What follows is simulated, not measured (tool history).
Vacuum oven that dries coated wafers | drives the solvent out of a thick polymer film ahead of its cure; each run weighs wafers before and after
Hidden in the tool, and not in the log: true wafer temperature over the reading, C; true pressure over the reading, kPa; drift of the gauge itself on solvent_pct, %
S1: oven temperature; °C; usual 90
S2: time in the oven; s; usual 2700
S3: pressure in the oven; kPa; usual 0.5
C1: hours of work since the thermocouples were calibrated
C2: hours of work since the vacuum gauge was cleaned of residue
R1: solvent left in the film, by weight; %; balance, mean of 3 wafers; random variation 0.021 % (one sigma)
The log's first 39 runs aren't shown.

| run | hour | S1 | S2 | S3 | C1 | C2 | R1 |
|---|---|---|---|---|---|---|---|
| 40 | 954.8 | 98 | 2700 | 0.463 | 152 | 771 | 0.42 |
| 41 | 981.8 | 90 | 2220 | 0.487 | 167 | 786 | 1.61 |
| 42 | 999.7 | 87 | 2700 | 0.475 | 177 | 796 | 1.56 |
| 43 | 1032.7 | 87 | 2700 | 0.475 | 196 | 814 | 1.54 |
| 44 | 1064.9 | 87 | 2700 | 0.475 | 213 | 832 | 1.57 |
| 45 | 1095.3 | 84 | 1320 | 0.5 | 230 | 849 | 5.95 |
| 46 | 1119.6 | 84 | 1320 | 0.5 | 244 | 862 | 5.89 |
| 47 | 1139.5 | 84 | 2460 | 0.61 | 255 | 873 | 2.71 |

3 ways to go on from here, each from the tool as it stands after run 47. What would each give?
| A | 1155.8 | 91 | 2700 | 0.5 | 264 | 882 | ? |
| B | 1155.8 | 88 | 2460 | 0.61 | 264 | 882 | ? |
| C | 1155.8 | 81 | 4200 | 0.345 | 264 | 882 | ? |

| run | R1 |
|---|---|
| A | 0.98 |
| B | 1.74 |
| C | 1.34 |
Without the tool's hidden state the same runs would have given:
| run | R1 |
|---|---|
| A | 0.79 |
| B | 1.5 |
| C | 1.08 |
